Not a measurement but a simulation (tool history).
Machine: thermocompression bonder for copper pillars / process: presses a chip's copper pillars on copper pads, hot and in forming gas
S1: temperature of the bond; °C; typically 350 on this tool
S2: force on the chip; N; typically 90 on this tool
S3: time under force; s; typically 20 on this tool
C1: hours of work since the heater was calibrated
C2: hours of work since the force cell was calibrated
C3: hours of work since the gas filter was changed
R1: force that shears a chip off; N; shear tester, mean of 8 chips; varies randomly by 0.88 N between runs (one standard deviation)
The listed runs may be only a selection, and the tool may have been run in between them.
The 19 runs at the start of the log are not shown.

run,hour,S1,S2,S3,C1,C2,C3,R1
20,211.5,350,90,20,234,114,294,68
21,222.7,350,90,20,238,118,299,68.7
22,235.7,350,90,20,244,123,304,68
23,243.8,350,79,12,247,127,307,53.2
24,257.8,373,85,10,253,132,313,61.2
25,268.7,373,85,10,257,137,317,62.7
26,280.7,373,85,10,262,141,322,62.9
27,288.7,364,90,20,265,145,325,75.9
28,301.5,368,95,20,270,150,330,79.1
29,314.1,331,92,47,275,155,335,75.9
30,321.1,350,88,20,278,158,338,66.7
31,332.1,351,83,47,282,162,343,83.7
32,338.7,346,100,36,285,165,345,81.1
33,354.7,347,99,15,292,171,352,62.2
34,367.8,327,70,11,297,177,357,36.4
35,377.8,350,91,17,301,181,361,63.6
36,388.8,350,91,17,305,185,365,63.4
37,400.1,320,90,11,310,190,370,40.1
# hour 410.5: forming gas filter changed
38,414.7,320,90,11,316,195,2,42.5
39,429.6,320,90,11,322,201,8,42.9

Forecast each of these 3 alternatives for the next run:
A,445.4,344,73,23,328,208,14,?
B,445.4,344,97,55,328,208,14,?
C,445.4,326,90,55,328,208,14,?

run,R1
A,64
B,92.8
C,81.6
With no hidden state in the tool, these same runs would have given:
run,R1
A,65.6
B,94.5
C,83.4

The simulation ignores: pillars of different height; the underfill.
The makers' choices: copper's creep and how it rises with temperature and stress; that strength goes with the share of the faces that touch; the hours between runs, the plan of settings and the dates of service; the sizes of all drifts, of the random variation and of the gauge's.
